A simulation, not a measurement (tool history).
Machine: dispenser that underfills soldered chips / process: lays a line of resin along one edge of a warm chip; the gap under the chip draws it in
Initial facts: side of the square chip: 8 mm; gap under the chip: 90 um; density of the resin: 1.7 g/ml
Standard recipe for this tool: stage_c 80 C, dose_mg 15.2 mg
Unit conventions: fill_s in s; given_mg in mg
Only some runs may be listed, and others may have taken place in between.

run    day  stage_c  dose_mg  fill_s  given_mg
  1  0.000       80     15.2    34.4     14.85
     0.467  -- new syringe of resin
  2  0.675       66     15.2    50.6     14.72
  3  1.133       93     15.2    38.4     14.66
     1.229  -- new syringe of resin
  4  1.729       93     15.2    30.3     14.33
     1.958  -- new syringe of resin
  5  2.033       93     15.2    18.6     14.37
  6  2.321       93     15.2    25.8     14.35
  7  2.600       93     15.2    36.8     14.34
     2.704  -- new syringe of resin
  8  2.938       75     15.2    38.8     14.15
  9  3.325       75     15.2    61.0     14.29
     3.467  -- new syringe of resin
 10  3.658       89     15.2    23.9     14.20
     4.112  -- dispensing valve cleaned and set on the balance
 11  4.150       68     15.2    78.5     15.16
     4.267  -- new syringe of resin
 12  4.792       68     15.2    67.5     15.23
     5.008  -- new syringe of resin
 13  5.167       68     15.2    42.8     15.12
 14  5.600       68     17.8    72.5     17.55
     5.754  -- new syringe of resin
 15  6.183       68     17.8    60.3     17.40
     6.483  -- new syringe of resin
 16  6.796       87     15.2    28.3     14.73
     7.246  -- new syringe of resin
 17  7.262       81     15.2    24.7     14.78
 18  7.567       91     15.2    27.3     14.70
     7.983  -- new syringe of resin
 19  8.238       95     14.5    21.7     13.85
     8.712  -- new syringe of resin
 20  8.817       95     14.5    17.9     13.89
     9.471  -- new syringe of resin
 21  9.471       95     15.4    15.6     14.53
 22  9.846       80     14.9    38.7     14.05

Run 23, settings as shown, results not yet in. Your forecast:
     10.204  -- new syringe of resin
 23  10.329       84     18.3       ?         ?

Run 23 measured fill_s 25.1 s, given_mg 17.23 mg.
With the hidden condition absent and the run-to-run variation left alone, this run would have shown fill_s 22.5 s, given_mg 18.40 mg.

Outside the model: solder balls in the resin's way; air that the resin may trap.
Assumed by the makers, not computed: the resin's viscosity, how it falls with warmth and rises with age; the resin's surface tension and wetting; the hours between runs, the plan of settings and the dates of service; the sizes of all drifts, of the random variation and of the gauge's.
